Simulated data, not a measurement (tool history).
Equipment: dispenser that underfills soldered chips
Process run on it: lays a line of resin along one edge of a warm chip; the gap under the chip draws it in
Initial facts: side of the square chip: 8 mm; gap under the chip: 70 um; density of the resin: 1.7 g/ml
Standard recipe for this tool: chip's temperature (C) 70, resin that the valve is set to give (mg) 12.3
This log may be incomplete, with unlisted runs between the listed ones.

run,hour,chip's temperature (C),resin that the valve is set to give (mg),time until the resin shows at the far edge (s),resin that the valve gave (mg)
1,0,70,12.3,24.6,12.42
2,3.8,83,12.3,19,12.3
3,6,70,12.3,32.6,12.29
# hour 9.4: new syringe of resin
4,11.6,70,11.1,24.8,10.84
5,14.9,70,11.1,29.4,10.94
6,20,70,11.1,36.2,11.08
# hour 20.5: new syringe of resin
7,24.2,70,11.1,26.8,10.9
8,28.3,70,14.7,31.2,14.37
# hour 32: new syringe of resin
9,33.7,70,14.7,24.4,14.53
10,37.8,70,11.5,29.7,11.27
11,42.1,59,14.4,52.7,13.99
# hour 43.1: new syringe of resin
12,45.6,57,14.3,40.2,13.87
13,47.9,78,12.7,21.4,12.31

Predict the results of run 14:
14,50.4,55,12.2,?,?

Logged for run 14: time until the resin shows at the far edge (s) 54.7, resin that the valve gave (mg) 11.7.
The same run, on a tool lacking any hidden state, would have yielded time until the resin shows at the far edge (s) 39.9, resin that the valve gave (mg) 12.09.
